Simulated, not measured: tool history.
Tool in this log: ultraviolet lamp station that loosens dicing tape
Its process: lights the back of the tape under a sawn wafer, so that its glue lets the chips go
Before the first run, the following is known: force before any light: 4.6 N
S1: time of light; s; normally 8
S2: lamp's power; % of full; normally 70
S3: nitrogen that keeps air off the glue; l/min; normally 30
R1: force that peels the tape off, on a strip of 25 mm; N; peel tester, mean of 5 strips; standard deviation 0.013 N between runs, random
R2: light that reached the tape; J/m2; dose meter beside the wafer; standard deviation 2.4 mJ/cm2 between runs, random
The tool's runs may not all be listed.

run 1 day=0 | S1=8 S2=70 S3=30 | R1=0.706 R2=2610
run 2 day=0.267 | S1=8 S2=70 S3=30 | R1=0.73 R2=2570
run 3 day=0.729 | S1=8 S2=70 S3=30 | R1=0.722 R2=2550
run 4 day=1.296 | S1=8 S2=70 S3=50 | R1=0.534 R2=2530
run 5 day=1.621 | S1=8 S2=70 S3=50 | R1=0.533 R2=2530
run 6 day=2.212 | S1=8 S2=70 S3=50 | R1=0.522 R2=2520
run 7 day=2.838 | S1=8 S2=70 S3=50 | R1=0.529 R2=2510
run 8 day=3.188 | S1=8 S2=70 S3=50 | R1=0.534 R2=2520
run 9 day=3.554 | S1=8 S2=88 S3=30 | R1=0.48 R2=3160
run 10 day=3.958 | S1=8 S2=88 S3=30 | R1=0.489 R2=3170
run 11 day=4.525 | S1=8 S2=88 S3=30 | R1=0.496 R2=3170
run 12 day=4.862 | S1=15 S2=76 S3=30 | R1=0.178 R2=5100
-- day=4.921 window cleaned of glue's vapour
run 13 day=5.492 | S1=15 S2=76 S3=30 | R1=0.188 R2=4870
run 14 day=5.971 | S1=15 S2=76 S3=30 | R1=0.196 R2=4780
run 15 day=6.283 | S1=9 S2=89 S3=55 | R1=0.268 R2=3450
run 16 day=6.7 | S1=15 S2=81 S3=16 | R1=0.289 R2=5120
run 17 day=7.279 | S1=5 S2=68 S3=25 | R1=1.685 R2=1460

Each row is a separate what-if for the run after 17, all from the same tool condition, not one after another. Results?
run A day=7.571 | S1=7 S2=62 S3=30 | R1=? R2=?
run B day=7.571 | S1=10 S2=97 S3=30 | R1=? R2=?
run C day=7.571 | S1=13 S2=60 S3=25 | R1=? R2=?
run D day=7.571 | S1=5 S2=75 S3=38 | R1=? R2=?
run E day=7.571 | S1=13 S2=96 S3=11 | R1=? R2=?

run=A R1=1.17 R2=1820
run=B R1=0.281 R2=4110
run=C R1=0.528 R2=3310
run=D R1=1.3 R2=1570
run=E R1=0.388 R2=5310
Without the tool's unlogged condition, the same runs would have read:
run=A R1=0.923 R2=2150
run=B R1=0.196 R2=4850
run=C R1=0.372 R2=3910
run=D R1=1.038 R2=1860
run=E R1=0.271 R2=6280
